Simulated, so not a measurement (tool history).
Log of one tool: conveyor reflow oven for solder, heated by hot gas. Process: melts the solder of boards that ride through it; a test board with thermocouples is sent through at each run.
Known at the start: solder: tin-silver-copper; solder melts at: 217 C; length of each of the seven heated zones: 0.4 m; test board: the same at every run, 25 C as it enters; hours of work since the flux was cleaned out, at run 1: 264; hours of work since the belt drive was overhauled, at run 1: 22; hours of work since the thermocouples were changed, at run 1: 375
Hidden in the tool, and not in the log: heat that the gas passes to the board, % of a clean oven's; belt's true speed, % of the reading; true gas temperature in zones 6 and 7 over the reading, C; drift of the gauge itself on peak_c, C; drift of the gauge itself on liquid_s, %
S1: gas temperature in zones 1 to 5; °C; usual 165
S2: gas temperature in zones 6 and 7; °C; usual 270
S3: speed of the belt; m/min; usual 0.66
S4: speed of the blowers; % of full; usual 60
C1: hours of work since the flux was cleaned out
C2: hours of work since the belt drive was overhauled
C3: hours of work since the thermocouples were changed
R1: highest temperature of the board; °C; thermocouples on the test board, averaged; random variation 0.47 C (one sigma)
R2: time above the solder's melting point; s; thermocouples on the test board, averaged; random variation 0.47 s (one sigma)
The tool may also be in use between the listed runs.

Run 1, hour 0: usual settings; C1 264; C2 22; C3 375. Result: R1 246.1 °C, R2 46 s.
Run 2, hour 6.4: usual settings; C1 267; C2 25; C3 378. Result: R1 246 °C, R2 45.8 s.
Run 3, hour 10.4: usual settings; C1 269; C2 27; C3 380. Result: R1 245.6 °C, R2 45.1 s.
Run 4, hour 14.6: usual settings; C1 270; C2 29; C3 382. Result: R1 246.7 °C, R2 45.6 s.
Run 5, hour 19.1: usual settings but S2 266 °C; C1 272; C2 30; C3 384. Result: R1 242 °C, R2 42.3 s.
Run 6, hour 23.5: usual settings but S2 266 °C; C1 274; C2 32; C3 385. Result: R1 242.4 °C, R2 41.7 s.
Run 7, hour 27.8: usual settings; C1 276; C2 34; C3 387. Result: R1 245.3 °C, R2 45.2 s.
Run 8, hour 36.6: usual settings; C1 280; C2 38; C3 391. Result: R1 245.5 °C, R2 45.4 s.
Run 9, hour 45.5: usual settings; C1 283; C2 42; C3 395. Result: R1 246.3 °C, R2 45.2 s.
Run 10, hour 54.1: usual settings; C1 287; C2 45; C3 398. Result: R1 245.9 °C, R2 45 s.
Run 11, hour 60: usual settings but S4 52 % of full; C1 289; C2 48; C3 401. Result: R1 242.7 °C, R2 40.5 s.
Run 12, hour 67.3: usual settings but S2 260 °C, S3 0.531 m/min, S4 52 % of full; C1 293; C2 51; C3 404. Result: R1 242.6 °C, R2 53.5 s.
Run 13, hour 74.9: usual settings but S1 155 °C, S2 264 °C, S3 0.774 m/min, S4 53 % of full; C1 296; C2 54; C3 407. Result: R1 227.4 °C, R2 16.1 s.
Run 14, hour 81.5: usual settings but S1 159 °C, S2 282 °C, S4 63 % of full; C1 299; C2 57; C3 410. Result: R1 256 °C, R2 50.6 s.
Run 15, hour 89.4: usual settings but S4 58 % of full; C1 302; C2 60; C3 413. Result: R1 245.2 °C, R2 43.4 s.

5 ways to go on from here, each from the tool as it stands after run 15. What would each give?
Run A, hour 95.2: usual settings but S1 180 °C, S3 0.703 m/min, S4 77 % of full; C1 304; C2 63; C3 416. Result: R1 ?, R2 ?.
Run B, hour 95.2: usual settings but S1 158 °C, S2 278 °C, S4 76 % of full; C1 304; C2 63; C3 416. Result: R1 ?, R2 ?.
Run C, hour 95.2: usual settings but S4 61 % of full; C1 304; C2 63; C3 416. Result: R1 ?, R2 ?.
Run D, hour 95.2: usual settings but S1 163 °C, S4 65 % of full; C1 304; C2 63; C3 416. Result: R1 ?, R2 ?.
Run E, hour 95.2: usual settings but S1 161 °C, S2 276 °C, S4 62 % of full; C1 304; C2 63; C3 416. Result: R1 ?, R2 ?.

run     R1    R2
  A  251.5  52.7
  B    256  51.7
  C  245.4  44.9
  D  246.4  46.3
  E  249.8  48.5
Without the tool's hidden state the same runs would have given:
run     R1    R2
  A  254.9  55.4
  B    260  54.6
  C  248.8  48.2
  D  249.8  49.7
  E  253.4  51.6

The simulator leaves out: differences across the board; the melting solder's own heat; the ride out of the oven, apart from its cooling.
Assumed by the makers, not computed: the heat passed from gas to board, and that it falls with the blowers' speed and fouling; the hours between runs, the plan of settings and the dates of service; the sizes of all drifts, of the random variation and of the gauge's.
